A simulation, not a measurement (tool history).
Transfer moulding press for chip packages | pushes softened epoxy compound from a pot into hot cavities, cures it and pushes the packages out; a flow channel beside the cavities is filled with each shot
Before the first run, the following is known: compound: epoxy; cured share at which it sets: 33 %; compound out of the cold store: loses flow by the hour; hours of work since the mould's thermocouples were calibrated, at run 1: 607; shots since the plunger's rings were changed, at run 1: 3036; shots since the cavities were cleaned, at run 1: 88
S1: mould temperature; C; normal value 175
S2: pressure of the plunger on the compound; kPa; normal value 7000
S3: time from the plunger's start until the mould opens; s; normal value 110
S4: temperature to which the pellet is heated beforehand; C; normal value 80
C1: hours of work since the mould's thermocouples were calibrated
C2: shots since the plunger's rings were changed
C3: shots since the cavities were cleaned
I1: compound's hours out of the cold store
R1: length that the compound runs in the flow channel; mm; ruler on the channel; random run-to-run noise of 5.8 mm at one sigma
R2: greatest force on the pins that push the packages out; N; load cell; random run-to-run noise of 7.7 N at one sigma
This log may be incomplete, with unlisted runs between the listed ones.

run 1 hour=0 | S1=175 S2=7000 S3=110 S4=80 | C1=607 C2=3036 C3=88 | I1=19 | R1=772 R2=380
run 2 hour=36.1 | S1=175 S2=7000 S3=110 S4=80 | C1=625 C2=3354 C3=406 | I1=18.1 | R1=768 R2=478
run 3 hour=61.7 | S1=175 S2=7000 S3=110 S4=74 | C1=638 C2=3581 C3=633 | I1=37.4 | R1=701 R2=533
-- hour=76.6 mould's thermocouples calibrated
run 4 hour=89.9 | S1=175 S2=7000 S3=110 S4=74 | C1=7 C2=3812 C3=864 | I1=11.8 | R1=790 R2=627
run 5 hour=106.8 | S1=175 S2=7000 S3=110 S4=74 | C1=15 C2=3961 C3=1013 | I1=16.3 | R1=765 R2=637
-- hour=116.2 cavities cleaned with cleaning compound and waxed
run 6 hour=144.2 | S1=175 S2=7000 S3=110 S4=74 | C1=33 C2=4278 C3=247 | I1=40.2 | R1=684 R2=447
run 7 hour=177 | S1=175 S2=7000 S3=110 S4=74 | C1=49 C2=4567 C3=536 | I1=8.9 | R1=794 R2=564
run 8 hour=210.2 | S1=175 S2=7000 S3=110 S4=74 | C1=66 C2=4861 C3=830 | I1=25.5 | R1=731 R2=618
-- hour=239.7 cavities cleaned with cleaning compound and waxed
run 9 hour=248.6 | S1=175 S2=7000 S3=110 S4=74 | C1=84 C2=5186 C3=78 | I1=22.9 | R1=742 R2=390
run 10 hour=268.1 | S1=175 S2=7000 S3=143 S4=74 | C1=94 C2=5359 C3=251 | I1=9.7 | R1=787 R2=374
run 11 hour=287.2 | S1=175 S2=7000 S3=98 S4=74 | C1=103 C2=5527 C3=419 | I1=38 | R1=686 R2=604
run 12 hour=321.6 | S1=175 S2=7000 S3=98 S4=74 | C1=120 C2=5832 C3=724 | I1=34 | R1=680 R2=697
run 13 hour=343.4 | S1=175 S2=7000 S3=98 S4=74 | C1=131 C2=6024 C3=916 | I1=25.5 | R1=701 R2=724
-- hour=362.8 cavities cleaned with cleaning compound and waxed
run 14 hour=367.3 | S1=175 S2=7000 S3=98 S4=74 | C1=142 C2=6221 C3=40 | I1=12.6 | R1=758 R2=455
-- hour=372.2 plunger's sealing rings changed
run 15 hour=400.6 | S1=179 S2=5240 S3=144 S4=74 | C1=157 C2=250 C3=312 | I1=9.5 | R1=732 R2=391

What will run 16 give?
run 16 hour=416.9 | S1=179 S2=5240 S3=144 S4=74 | C1=165 C2=394 C3=456 | I1=29.6 | R1=? R2=?

Run 16 measured R1 661 mm, R2 440 N.
With the hidden condition absent and the run-to-run variation left alone, this run would have shown R1 666 mm, R2 286 N.

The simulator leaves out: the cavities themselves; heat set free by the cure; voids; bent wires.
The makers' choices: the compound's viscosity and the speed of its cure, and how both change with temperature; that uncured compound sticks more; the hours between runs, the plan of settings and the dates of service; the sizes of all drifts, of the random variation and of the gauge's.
